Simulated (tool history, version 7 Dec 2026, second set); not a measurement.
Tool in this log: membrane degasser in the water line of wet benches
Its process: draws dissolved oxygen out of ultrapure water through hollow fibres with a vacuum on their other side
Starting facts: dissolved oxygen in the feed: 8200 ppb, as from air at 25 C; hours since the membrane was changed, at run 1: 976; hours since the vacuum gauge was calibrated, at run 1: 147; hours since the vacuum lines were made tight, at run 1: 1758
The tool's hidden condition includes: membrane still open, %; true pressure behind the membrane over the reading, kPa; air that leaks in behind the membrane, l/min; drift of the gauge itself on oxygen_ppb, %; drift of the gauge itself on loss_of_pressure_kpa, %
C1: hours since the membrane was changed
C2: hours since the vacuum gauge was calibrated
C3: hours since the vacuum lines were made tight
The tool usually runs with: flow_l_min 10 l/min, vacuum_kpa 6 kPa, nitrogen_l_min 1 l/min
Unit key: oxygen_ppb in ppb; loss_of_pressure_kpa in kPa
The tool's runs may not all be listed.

{"run": 1, "hour": 0.0, "flow_l_min": 10, "vacuum_kpa": 6, "nitrogen_l_min": 1, "C1": 976, "C2": 147, "C3": 1758, "oxygen_ppb": 87.2, "loss_of_pressure_kpa": 58.32}
{"run": 2, "hour": 53.6, "flow_l_min": 10, "vacuum_kpa": 6, "nitrogen_l_min": 1, "C1": 1030, "C2": 201, "C3": 1811, "oxygen_ppb": 87.7, "loss_of_pressure_kpa": 58.46}
{"run": 3, "hour": 97.1, "flow_l_min": 10, "vacuum_kpa": 9.6, "nitrogen_l_min": 1, "C1": 1074, "C2": 244, "C3": 1855, "oxygen_ppb": 170.1, "loss_of_pressure_kpa": 59.1}
{"run": 4, "hour": 151.9, "flow_l_min": 10, "vacuum_kpa": 9.6, "nitrogen_l_min": 1, "C1": 1128, "C2": 299, "C3": 1910, "oxygen_ppb": 174.3, "loss_of_pressure_kpa": 58.71}
{"run": 5, "hour": 213.7, "flow_l_min": 10, "vacuum_kpa": 4.81, "nitrogen_l_min": 1, "C1": 1190, "C2": 361, "C3": 1972, "oxygen_ppb": 58.3, "loss_of_pressure_kpa": 59.12}
{"run": 6, "hour": 277.2, "flow_l_min": 10, "vacuum_kpa": 4.81, "nitrogen_l_min": 1, "C1": 1254, "C2": 424, "C3": 2035, "oxygen_ppb": 60.1, "loss_of_pressure_kpa": 58.95}
{"run": 7, "hour": 315.8, "flow_l_min": 10, "vacuum_kpa": 4.81, "nitrogen_l_min": 1, "C1": 1292, "C2": 463, "C3": 2074, "oxygen_ppb": 59.7, "loss_of_pressure_kpa": 59.1}
{"run": 8, "hour": 372.6, "flow_l_min": 10, "vacuum_kpa": 4.81, "nitrogen_l_min": 1, "C1": 1349, "C2": 520, "C3": 2130, "oxygen_ppb": 59.1, "loss_of_pressure_kpa": 59.13}
{"run": 9, "hour": 403.8, "flow_l_min": 10, "vacuum_kpa": 4.81, "nitrogen_l_min": 1, "C1": 1380, "C2": 551, "C3": 2162, "oxygen_ppb": 59.9, "loss_of_pressure_kpa": 59.27}
{"run": 10, "hour": 431.2, "flow_l_min": 10, "vacuum_kpa": 4.81, "nitrogen_l_min": 1, "C1": 1408, "C2": 578, "C3": 2189, "oxygen_ppb": 60.4, "loss_of_pressure_kpa": 59.14}
{"run": 11, "hour": 464.3, "flow_l_min": 10, "vacuum_kpa": 4.81, "nitrogen_l_min": 1, "C1": 1441, "C2": 612, "C3": 2222, "oxygen_ppb": 59.7, "loss_of_pressure_kpa": 59.01}
{"run": 12, "hour": 509.5, "flow_l_min": 10, "vacuum_kpa": 6, "nitrogen_l_min": 1, "C1": 1486, "C2": 657, "C3": 2267, "oxygen_ppb": 88.4, "loss_of_pressure_kpa": 59.38}
{"run": 13, "hour": 535.3, "flow_l_min": 10, "vacuum_kpa": 9.81, "nitrogen_l_min": 1, "C1": 1512, "C2": 682, "C3": 2293, "oxygen_ppb": 178.1, "loss_of_pressure_kpa": 59.07}
{"run": 14, "hour": 579.7, "flow_l_min": 10, "vacuum_kpa": 9.81, "nitrogen_l_min": 1, "C1": 1556, "C2": 727, "C3": 2337, "oxygen_ppb": 175.4, "loss_of_pressure_kpa": 59.06}
{"run": 15, "hour": 622.0, "flow_l_min": 10, "vacuum_kpa": 6, "nitrogen_l_min": 1, "C1": 1599, "C2": 769, "C3": 2380, "oxygen_ppb": 90.7, "loss_of_pressure_kpa": 59.35}
{"run": 16, "hour": 681.8, "flow_l_min": 10, "vacuum_kpa": 6, "nitrogen_l_min": 1, "C1": 1658, "C2": 829, "C3": 2440, "oxygen_ppb": 90.7, "loss_of_pressure_kpa": 59.3}
{"run": 17, "hour": 718.4, "flow_l_min": 10, "vacuum_kpa": 12.22, "nitrogen_l_min": 1, "C1": 1695, "C2": 866, "C3": 2476, "oxygen_ppb": 234, "loss_of_pressure_kpa": 59.03}
{"run": 18, "hour": 765.2, "flow_l_min": 7, "vacuum_kpa": 6.64, "nitrogen_l_min": 0.51, "C1": 1742, "C2": 912, "C3": 2523, "oxygen_ppb": 117.3, "loss_of_pressure_kpa": 41.11}
{"run": 19, "hour": 796.4, "flow_l_min": 11, "vacuum_kpa": 6, "nitrogen_l_min": 1, "C1": 1773, "C2": 944, "C3": 2554, "oxygen_ppb": 107.3, "loss_of_pressure_kpa": 65.16}
{"run": 20, "hour": 857.3, "flow_l_min": 11, "vacuum_kpa": 4.69, "nitrogen_l_min": 2.72, "C1": 1834, "C2": 1004, "C3": 2615, "oxygen_ppb": 47.7, "loss_of_pressure_kpa": 65.3}
{"run": 21, "hour": 908.3, "flow_l_min": 13, "vacuum_kpa": 3.65, "nitrogen_l_min": 0.68, "C1": 1885, "C2": 1055, "C3": 2666, "oxygen_ppb": 86.6, "loss_of_pressure_kpa": 77.53}
{"run": 22, "hour": 949.8, "flow_l_min": 13, "vacuum_kpa": 3.65, "nitrogen_l_min": 0.68, "C1": 1926, "C2": 1097, "C3": 2708, "oxygen_ppb": 84.2, "loss_of_pressure_kpa": 77.79}
{"run": 23, "hour": 977.7, "flow_l_min": 13, "vacuum_kpa": 6, "nitrogen_l_min": 0.81, "C1": 1954, "C2": 1125, "C3": 2735, "oxygen_ppb": 165, "loss_of_pressure_kpa": 77.07}
{"run": 24, "hour": 1038.1, "flow_l_min": 7, "vacuum_kpa": 11.25, "nitrogen_l_min": 0.81, "C1": 2015, "C2": 1185, "C3": 2796, "oxygen_ppb": 173.8, "loss_of_pressure_kpa": 41.89}
{"run": 25, "hour": 1076.0, "flow_l_min": 15, "vacuum_kpa": 11.25, "nitrogen_l_min": 0.59, "C1": 2052, "C2": 1223, "C3": 2834, "oxygen_ppb": 529.3, "loss_of_pressure_kpa": 89.52}
{"run": 26, "hour": 1102.9, "flow_l_min": 15, "vacuum_kpa": 11.25, "nitrogen_l_min": 0.59, "C1": 2079, "C2": 1250, "C3": 2861, "oxygen_ppb": 529.2, "loss_of_pressure_kpa": 88.81}
{"run": 27, "hour": 1164.3, "flow_l_min": 15, "vacuum_kpa": 11.25, "nitrogen_l_min": 0.59, "C1": 2141, "C2": 1312, "C3": 2922, "oxygen_ppb": 523.7, "loss_of_pressure_kpa": 89.73}
{"run": 28, "hour": 1219.8, "flow_l_min": 15, "vacuum_kpa": 8.46, "nitrogen_l_min": 0.59, "C1": 2196, "C2": 1367, "C3": 2978, "oxygen_ppb": 380.1, "loss_of_pressure_kpa": 89.61}
{"run": 29, "hour": 1263.2, "flow_l_min": 15, "vacuum_kpa": 8.46, "nitrogen_l_min": 0.59, "C1": 2240, "C2": 1410, "C3": 3021, "oxygen_ppb": 381, "loss_of_pressure_kpa": 89.52}
{"run": 30, "hour": 1301.3, "flow_l_min": 7, "vacuum_kpa": 9.48, "nitrogen_l_min": 2.02, "C1": 2278, "C2": 1448, "C3": 3059, "oxygen_ppb": 59.8, "loss_of_pressure_kpa": 41.73}
{"run": 31, "hour": 1358.1, "flow_l_min": 8, "vacuum_kpa": 6, "nitrogen_l_min": 2.8, "C1": 2335, "C2": 1505, "C3": 3116, "oxygen_ppb": 28.8, "loss_of_pressure_kpa": 47.8}
{"run": 32, "hour": 1398.6, "flow_l_min": 8, "vacuum_kpa": 6, "nitrogen_l_min": 2.8, "C1": 2375, "C2": 1546, "C3": 3156, "oxygen_ppb": 29.6, "loss_of_pressure_kpa": 48.02}
{"run": 33, "hour": 1453.4, "flow_l_min": 6, "vacuum_kpa": 6, "nitrogen_l_min": 2.34, "C1": 2430, "C2": 1601, "C3": 3211, "oxygen_ppb": 20.8, "loss_of_pressure_kpa": 35.8}

Predict each of these 3 candidate next runs independently; none follows another, all start after run 33:
{"run": "A", "hour": 1484.4, "flow_l_min": 9, "vacuum_kpa": 7.98, "nitrogen_l_min": 2.34, "C1": 2461, "C2": 1632, "C3": 3242, "oxygen_ppb": "?", "loss_of_pressure_kpa": "?"}
{"run": "B", "hour": 1484.4, "flow_l_min": 9, "vacuum_kpa": 6, "nitrogen_l_min": 1, "C1": 2461, "C2": 1632, "C3": 3242, "oxygen_ppb": "?", "loss_of_pressure_kpa": "?"}
{"run": "C", "hour": 1484.4, "flow_l_min": 6, "vacuum_kpa": 6, "nitrogen_l_min": 2.86, "C1": 2461, "C2": 1632, "C3": 3242, "oxygen_ppb": "?", "loss_of_pressure_kpa": "?"}

run=A oxygen_ppb=60.7 loss_of_pressure_kpa=53.74
run=B oxygen_ppb=77.2 loss_of_pressure_kpa=53.88
run=C oxygen_ppb=17.4 loss_of_pressure_kpa=36.13
Had the tool no hidden state, the same runs would have come out as:
run=A oxygen_ppb=56.3 loss_of_pressure_kpa=52.37
run=B oxygen_ppb=71.1 loss_of_pressure_kpa=52.51
run=C oxygen_ppb=15.9 loss_of_pressure_kpa=35.21
